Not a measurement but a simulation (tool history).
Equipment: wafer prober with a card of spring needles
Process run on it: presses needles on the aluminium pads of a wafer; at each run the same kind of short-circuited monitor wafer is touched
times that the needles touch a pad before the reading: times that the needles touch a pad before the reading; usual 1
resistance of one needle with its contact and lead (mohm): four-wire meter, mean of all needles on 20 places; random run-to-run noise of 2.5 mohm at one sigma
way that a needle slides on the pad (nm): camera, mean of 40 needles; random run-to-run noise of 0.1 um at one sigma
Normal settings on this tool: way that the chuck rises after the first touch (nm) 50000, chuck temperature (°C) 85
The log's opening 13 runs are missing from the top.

| run | hour | way that the chuck rises after the first touch (nm) | chuck temperature (°C) | times that the needles touch a pad before the reading | resistance of one needle with its contact and lead (mohm) | way that a needle slides on the pad (nm) |
|---|---|---|---|---|---|---|
|  | 174.9 | tips cleaned on abrasive film |
|  | 181.2 | height of the first contact set anew |
| 14 | 182.5 | 50000 | 85 | 2 | 337 | 12970 |
|  | 196 | tips cleaned on abrasive film |
| 15 | 197.6 | 50000 | 85 | 2 | 305 | 13050 |
| 16 | 213 | 50000 | 85 | 2 | 382 | 12980 |
|  | 217 | tips cleaned on abrasive film |
| 17 | 225.5 | 50000 | 85 | 2 | 339 | 13080 |
| 18 | 234.8 | 36000 | 65 | 3 | 390 | 9250 |
|  | 237.8 | tips cleaned on abrasive film |
| 19 | 243.2 | 38000 | 65 | 2 | 363 | 10010 |
| 20 | 250.7 | 38000 | 65 | 2 | 418 | 9920 |
|  | 258.9 | tips cleaned on abrasive film |
| 21 | 264 | 45000 | 26 | 1 | 355 | 11570 |
| 22 | 273.8 | 45000 | 26 | 1 | 452 | 11710 |
|  | 279.6 | tips cleaned on abrasive film |
| 23 | 283.1 | 45000 | 26 | 1 | 326 | 11600 |
| 24 | 299.1 | 48000 | 50 | 2 | 387 | 12600 |
|  | 300.7 | tips cleaned on abrasive film |
| 25 | 311.7 | 68000 | 99 | 2 | 320 | 17690 |
|  | 320.9 | tips cleaned on abrasive film |
| 26 | 322.7 | 68000 | 99 | 2 | 299 | 17700 |
| 27 | 339.6 | 43000 | 67 | 3 | 363 | 11190 |
|  | 341.3 | tips cleaned on abrasive film |
| 28 | 354.4 | 50000 | 85 | 1 | 419 | 12850 |

What does the tool deliver on the next run?
|  | 362.2 | tips cleaned on abrasive film |
| 29 | 362.2 | 50000 | 31 | 1 | ? | ? |

resistance of one needle with its contact and lead (mohm): 296
way that a needle slides on the pad (nm): 12780
Were there no unlogged condition in the tool, this run, its random variation unchanged, would have produced resistance of one needle with its contact and lead (mohm) 270, way that a needle slides on the pad (nm) 13030.
